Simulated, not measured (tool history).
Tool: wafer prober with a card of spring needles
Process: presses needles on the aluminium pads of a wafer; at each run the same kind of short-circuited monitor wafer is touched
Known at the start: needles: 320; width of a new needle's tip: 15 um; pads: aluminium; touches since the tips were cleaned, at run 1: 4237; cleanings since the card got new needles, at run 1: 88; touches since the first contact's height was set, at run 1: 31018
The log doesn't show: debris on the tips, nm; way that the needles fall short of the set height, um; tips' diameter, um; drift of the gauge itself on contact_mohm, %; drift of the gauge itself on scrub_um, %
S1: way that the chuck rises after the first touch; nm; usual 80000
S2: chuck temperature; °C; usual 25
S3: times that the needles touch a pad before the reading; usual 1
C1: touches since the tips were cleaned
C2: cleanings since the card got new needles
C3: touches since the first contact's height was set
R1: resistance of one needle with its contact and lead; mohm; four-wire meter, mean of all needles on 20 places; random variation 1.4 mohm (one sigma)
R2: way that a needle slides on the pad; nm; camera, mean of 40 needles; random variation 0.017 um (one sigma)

run	hour	S1	S2	S3	C1	C2	C3	R1	R2
1	0	80000	25	1	4237	88	31018	124	16730
# hour 7.1: tips cleaned on abrasive film
# hour 20.1: tips cleaned on abrasive film
2	32.6	80000	72	1	6612	90	48112	132	16670
# hour 35.3: tips cleaned on abrasive film
# hour 50.9: tips cleaned on abrasive film
# hour 65.8: tips cleaned on abrasive film
3	65.8	80000	25	1	0	93	65450	125	16630
# hour 78.6: tips cleaned on abrasive film
4	88.4	80000	25	1	5155	94	77330	121	16630
# hour 92.9: tips cleaned on abrasive film
5	104.2	80000	25	1	6008	95	85637	124	16600
# hour 106.2: tips cleaned on abrasive film
# hour 120.5: tips cleaned on abrasive film
# hour 126.4: height of the first contact set anew
# hour 134.5: tips cleaned on abrasive film
6	137.3	80000	25	1	1487	98	5728	122	16620
# hour 149: tips cleaned on abrasive film
7	154.2	80000	25	1	2718	99	14573	121	16560
# hour 162.9: tips cleaned on abrasive film
# hour 176.1: tips cleaned on abrasive film
8	182.8	81000	25	1	3512	101	29533	122	16740
# hour 190.6: tips cleaned on abrasive film
# hour 203.8: tips cleaned on abrasive film
9	216	80000	25	1	6460	103	46968	122	16540
# hour 218.9: tips cleaned on abrasive film
10	231.5	80000	25	1	6627	104	55077	123	16500
# hour 234.2: tips cleaned on abrasive film
# hour 248.1: tips cleaned on abrasive film
11	252.8	80000	25	1	2481	106	66213	122	16480
# hour 261.3: tips cleaned on abrasive film
# hour 275.1: tips cleaned on abrasive film
12	287	83000	25	1	6269	108	84125	125	17060
# hour 288.9: tips cleaned on abrasive film
# hour 303.7: tips cleaned on abrasive film
# hour 312.7: height of the first contact set anew
13	312.7	96000	25	1	4610	110	0	120	19710
# hour 317.6: tips cleaned on abrasive film
# hour 330.4: tips cleaned on abrasive film
# hour 344.5: tips cleaned on abrasive film
14	345.4	96000	25	1	476	113	17089	120	19660
# hour 359: tips cleaned on abrasive film
15	369.9	80000	25	1	5731	114	29941	125	16350
# hour 372.6: tips cleaned on abrasive film
# hour 385.9: tips cleaned on abrasive film
16	395	80000	25	1	4790	116	43104	123	16330
# hour 400.2: tips cleaned on abrasive film
# hour 413.7: tips cleaned on abrasive film
17	420.8	80000	25	1	3717	118	56581	122	16300
# hour 428.5: tips cleaned on abrasive film
# hour 441.7: tips cleaned on abrasive film
18	443.7	74000	40	1	1057	120	68580	125	15070
# hour 454.9: tips cleaned on abrasive film
# hour 456.9: gauge calibrated
# hour 468.7: tips cleaned on abrasive film
19	475.2	74000	109	2	3450	122	85107	137	15470

The next listed run, before its measurement:
# hour 482.9: tips cleaned on abrasive film
# hour 497.4: tips cleaned on abrasive film
# hour 499.5: height of the first contact set anew
20	509.1	74000	109	2	6026	124	5073	?	?

{"run 20": {"R1": 137, "R2": 15420}}
Without the tool's hidden state the same run would have given R1 136 mohm, R2 15470 nm.
